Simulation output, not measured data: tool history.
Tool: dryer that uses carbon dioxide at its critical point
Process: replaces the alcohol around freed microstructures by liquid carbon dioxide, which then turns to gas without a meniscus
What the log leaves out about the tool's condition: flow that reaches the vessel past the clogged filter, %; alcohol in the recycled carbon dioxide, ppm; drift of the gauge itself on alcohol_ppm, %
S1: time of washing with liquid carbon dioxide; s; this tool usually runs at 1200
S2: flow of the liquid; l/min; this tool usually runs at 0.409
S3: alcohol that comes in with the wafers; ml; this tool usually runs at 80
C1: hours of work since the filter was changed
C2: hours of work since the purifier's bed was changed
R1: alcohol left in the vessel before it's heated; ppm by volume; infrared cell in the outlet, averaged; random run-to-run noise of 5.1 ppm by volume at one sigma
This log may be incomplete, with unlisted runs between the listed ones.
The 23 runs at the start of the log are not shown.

run     day    S1     S2  S3   C1   C2    R1
 24  16.925  1200  0.600  80   33  384    79
 25  17.725  1200  0.600  80   39  391    70
 26  18.704  1500  0.600  60   47  399    73
 27  19.450  1500  0.600  60   53  405    73
 28  20.154  1680  0.563  28   59  410    75
 29  20.700  1920  0.549  91   63  415    75
 30  21.100   900  0.348  86   66  418  1507
 31  21.754   900  0.348  86   71  423  1569
 32  22.471   960  0.591  94   77  429   143
 33  23.338  1200  0.409  57   84  436   184
 34  24.208  1200  0.539  80   91  443   105
 35  24.929  1200  0.539  80   97  448   106
 36  25.462  1560  0.409  80  101  453   110
 37  25.921  1560  0.409  80  105  456   116
 38  26.462  1380  0.424  33  109  461   108
 39  27.042  1800  0.677  50  114  465    85
 40  27.900  1800  0.677  50  120  472    94
 41  28.546  1200  0.499  69  126  477   133
 42  29.354  1200  0.443  23  132  484   125
 43  30.288  1200  0.443  23  140  491   132
 44  31.108   960  0.439  65  146  498   546
     31.850  -- inlet filter changed
 45  31.983  1200  0.307  37    1  504   284
 46  32.446  1140  0.391  44    5  508   160

Consider 5 possible next runs. They are alternatives, not a sequence: every one starts from the tool as it was left by run 46. What does each give?
  A  33.129  1140  0.391   27  10  513   ?
  B  33.129  1140  0.334   44  10  513   ?
  C  33.129  1860  0.564   87  10  513   ?
  D  33.129  1620  0.326   33  10  513   ?
  E  33.129  1200  0.409  106  10  513   ?

run   R1
  A  143
  B  297
  C  103
  D  107
  E  207
With the hidden condition removed and each run's random variation left untouched, the same runs would have given:
run   R1
  A   50
  B  196
  C   15
  D   19
  E  109

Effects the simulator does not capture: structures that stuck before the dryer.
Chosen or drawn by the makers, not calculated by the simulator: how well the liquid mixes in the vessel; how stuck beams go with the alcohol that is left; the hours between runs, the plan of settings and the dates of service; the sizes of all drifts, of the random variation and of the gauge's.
